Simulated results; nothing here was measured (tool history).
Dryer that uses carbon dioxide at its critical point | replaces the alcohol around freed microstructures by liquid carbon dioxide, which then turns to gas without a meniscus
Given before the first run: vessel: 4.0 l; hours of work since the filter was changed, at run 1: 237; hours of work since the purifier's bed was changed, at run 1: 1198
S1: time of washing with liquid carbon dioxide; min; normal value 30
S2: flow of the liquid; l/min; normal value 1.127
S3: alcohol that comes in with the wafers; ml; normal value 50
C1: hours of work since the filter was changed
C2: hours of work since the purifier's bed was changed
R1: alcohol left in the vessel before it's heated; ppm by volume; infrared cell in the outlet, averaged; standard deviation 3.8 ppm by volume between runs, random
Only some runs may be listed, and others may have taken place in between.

{"run": 1, "hour": 0.0, "S1": 30, "S2": 1.127, "S3": 50, "C1": 237, "C2": 1198, "R1": 48}
{"hour": 15.7, "done": "purifier's bed changed"}
{"run": 2, "hour": 29.9, "S1": 30, "S2": 1.127, "S3": 50, "C1": 256, "C2": 10, "R1": 15}
{"run": 3, "hour": 81.9, "S1": 30, "S2": 1.127, "S3": 50, "C1": 294, "C2": 47, "R1": 11}
{"run": 4, "hour": 122.3, "S1": 30, "S2": 1.127, "S3": 50, "C1": 322, "C2": 76, "R1": 20}
{"run": 5, "hour": 166.3, "S1": 30, "S2": 1.127, "S3": 50, "C1": 354, "C2": 108, "R1": 21}
{"run": 6, "hour": 223.1, "S1": 30, "S2": 1.127, "S3": 50, "C1": 394, "C2": 148, "R1": 23}
{"hour": 242.5, "done": "inlet filter changed"}
{"run": 7, "hour": 262.0, "S1": 30, "S2": 1.127, "S3": 50, "C1": 14, "C2": 175, "R1": 21}
{"run": 8, "hour": 318.9, "S1": 30, "S2": 1.83, "S3": 50, "C1": 55, "C2": 216, "R1": 6}
{"run": 9, "hour": 347.5, "S1": 30, "S2": 1.127, "S3": 50, "C1": 75, "C2": 236, "R1": 10}
{"run": 10, "hour": 381.8, "S1": 30, "S2": 1.127, "S3": 50, "C1": 100, "C2": 261, "R1": 22}
{"run": 11, "hour": 434.9, "S1": 30, "S2": 1.127, "S3": 50, "C1": 137, "C2": 299, "R1": 22}
{"run": 12, "hour": 462.0, "S1": 30, "S2": 1.127, "S3": 50, "C1": 157, "C2": 318, "R1": 22}
{"run": 13, "hour": 518.6, "S1": 30, "S2": 1.127, "S3": 50, "C1": 197, "C2": 359, "R1": 32}
{"run": 14, "hour": 567.5, "S1": 37, "S2": 1.127, "S3": 50, "C1": 232, "C2": 393, "R1": 20}
{"run": 15, "hour": 598.2, "S1": 37, "S2": 1.127, "S3": 50, "C1": 254, "C2": 415, "R1": 20}
{"run": 16, "hour": 646.1, "S1": 37, "S2": 1.127, "S3": 50, "C1": 288, "C2": 450, "R1": 19}
{"run": 17, "hour": 673.7, "S1": 37, "S2": 1.127, "S3": 50, "C1": 308, "C2": 469, "R1": 26}
{"run": 18, "hour": 710.6, "S1": 37, "S2": 1.127, "S3": 43, "C1": 334, "C2": 496, "R1": 20}
{"run": 19, "hour": 764.0, "S1": 19, "S2": 1.127, "S3": 50, "C1": 373, "C2": 534, "R1": 178}
{"run": 20, "hour": 793.0, "S1": 19, "S2": 1.127, "S3": 50, "C1": 393, "C2": 555, "R1": 173}
{"hour": 816.3, "done": "inlet filter changed"}
{"run": 21, "hour": 839.6, "S1": 19, "S2": 0.71, "S3": 50, "C1": 17, "C2": 587, "R1": 563}
{"run": 22, "hour": 891.7, "S1": 30, "S2": 0.89, "S3": 42, "C1": 54, "C2": 624, "R1": 52}
{"run": 23, "hour": 940.3, "S1": 46, "S2": 1.66, "S3": 27, "C1": 89, "C2": 659, "R1": 22}
{"run": 24, "hour": 976.5, "S1": 24, "S2": 1.66, "S3": 48, "C1": 114, "C2": 685, "R1": 34}
{"run": 25, "hour": 1005.9, "S1": 37, "S2": 1.127, "S3": 43, "C1": 135, "C2": 706, "R1": 31}
{"run": 26, "hour": 1038.4, "S1": 30, "S2": 1.28, "S3": 106, "C1": 159, "C2": 729, "R1": 36}
{"run": 27, "hour": 1081.6, "S1": 30, "S2": 1.56, "S3": 47, "C1": 190, "C2": 760, "R1": 33}

Results per run with the tool's hidden condition removed, run-to-run variation unchanged:
What the log doesn't record here: flow that reaches the vessel past the clogged filter, %; alcohol in the recycled carbon dioxide, ppm; drift of the gauge itself on alcohol_ppm, %.
run=1 R1=5
run=2 R1=10
run=3 R1=5
run=4 R1=12
run=5 R1=11
run=6 R1=10
run=7 R1=15
run=8 R1=0
run=9 R1=1
run=10 R1=12
run=11 R1=10
run=12 R1=9
run=13 R1=16
run=14 R1=5
run=15 R1=5
run=16 R1=3
run=17 R1=9
run=18 R1=2
run=19 R1=84
run=20 R1=75
run=21 R1=510
run=22 R1=27
run=23 R1=0
run=24 R1=11
run=25 R1=7
run=26 R1=10
run=27 R1=8
